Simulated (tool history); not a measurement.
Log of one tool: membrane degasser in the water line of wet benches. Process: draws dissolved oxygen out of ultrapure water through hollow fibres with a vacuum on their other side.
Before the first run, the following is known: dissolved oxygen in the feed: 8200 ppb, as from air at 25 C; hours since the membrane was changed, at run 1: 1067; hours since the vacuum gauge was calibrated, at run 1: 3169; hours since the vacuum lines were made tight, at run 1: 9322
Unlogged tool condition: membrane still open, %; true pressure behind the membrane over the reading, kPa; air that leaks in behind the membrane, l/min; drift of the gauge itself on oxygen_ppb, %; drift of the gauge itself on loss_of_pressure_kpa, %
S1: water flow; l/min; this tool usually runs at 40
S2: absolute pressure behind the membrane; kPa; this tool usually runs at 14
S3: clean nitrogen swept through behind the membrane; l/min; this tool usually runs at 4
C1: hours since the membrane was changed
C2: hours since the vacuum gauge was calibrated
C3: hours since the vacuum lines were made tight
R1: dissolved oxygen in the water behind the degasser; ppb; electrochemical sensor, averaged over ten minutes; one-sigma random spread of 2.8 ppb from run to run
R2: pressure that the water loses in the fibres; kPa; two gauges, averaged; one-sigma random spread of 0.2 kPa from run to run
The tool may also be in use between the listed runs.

| run | hour | S1 | S2 | S3 | C1 | C2 | C3 | R1 | R2 |
|---|---|---|---|---|---|---|---|---|---|
| 1 | 0 | 40 | 14 | 4 | 1067 | 3169 | 9322 | 282.2 | 43.71 |
|  | 20.2 | seals of the vacuum lines changed |
| 2 | 44.3 | 40 | 14 | 4 | 1110 | 3211 | 24 | 284.9 | 44.3 |
| 3 | 77.1 | 40 | 14 | 5.96 | 1143 | 3244 | 57 | 203.7 | 44.29 |
| 4 | 101.7 | 40 | 14 | 5.96 | 1167 | 3268 | 81 | 206.6 | 44.23 |
| 5 | 124.4 | 40 | 14 | 5.96 | 1190 | 3291 | 104 | 208.6 | 43.99 |
| 6 | 164.1 | 40 | 14 | 5.96 | 1230 | 3331 | 144 | 207.7 | 43.94 |
| 7 | 191.3 | 40 | 14 | 8.88 | 1257 | 3358 | 171 | 156.2 | 44.3 |
| 8 | 223.7 | 40 | 18.9 | 4 | 1289 | 3390 | 203 | 391.9 | 44.37 |
| 9 | 251.6 | 40 | 18.9 | 4 | 1317 | 3418 | 231 | 393.4 | 44.15 |
| 10 | 281.3 | 40 | 29.5 | 4 | 1347 | 3448 | 261 | 618.2 | 44.39 |
| 11 | 322.2 | 24 | 14 | 4 | 1388 | 3489 | 302 | 160.7 | 26.39 |
| 12 | 361.6 | 32 | 14 | 5.06 | 1427 | 3528 | 341 | 181.5 | 35.14 |
| 13 | 401.5 | 30 | 14 | 5.35 | 1467 | 3568 | 381 | 162.4 | 33.19 |
| 14 | 427.7 | 29 | 20.3 | 7.75 | 1493 | 3594 | 407 | 168.3 | 31.89 |
| 15 | 474.1 | 29 | 20.3 | 7.75 | 1539 | 3641 | 454 | 167.2 | 32.02 |
| 16 | 522.5 | 26 | 8.5 | 4.89 | 1588 | 3689 | 502 | 78.8 | 28.85 |
| 17 | 556.2 | 26 | 8.5 | 4.89 | 1622 | 3723 | 536 | 76.7 | 28.72 |
| 18 | 577.7 | 30 | 10.3 | 2.2 | 1643 | 3744 | 557 | 232.4 | 33.04 |
| 19 | 621.1 | 40 | 14 | 6.27 | 1687 | 3788 | 601 | 200.6 | 43.91 |

Describe how what the log doesn't record of the tool's condition differs between the last listed run preceding each entry between runs and the first listed run following it.
Between runs 1 and 2: seals of the vacuum lines changed (hour 20.2)
  air that leaks in behind the membrane, l/min: 0.0023 -> 0.002

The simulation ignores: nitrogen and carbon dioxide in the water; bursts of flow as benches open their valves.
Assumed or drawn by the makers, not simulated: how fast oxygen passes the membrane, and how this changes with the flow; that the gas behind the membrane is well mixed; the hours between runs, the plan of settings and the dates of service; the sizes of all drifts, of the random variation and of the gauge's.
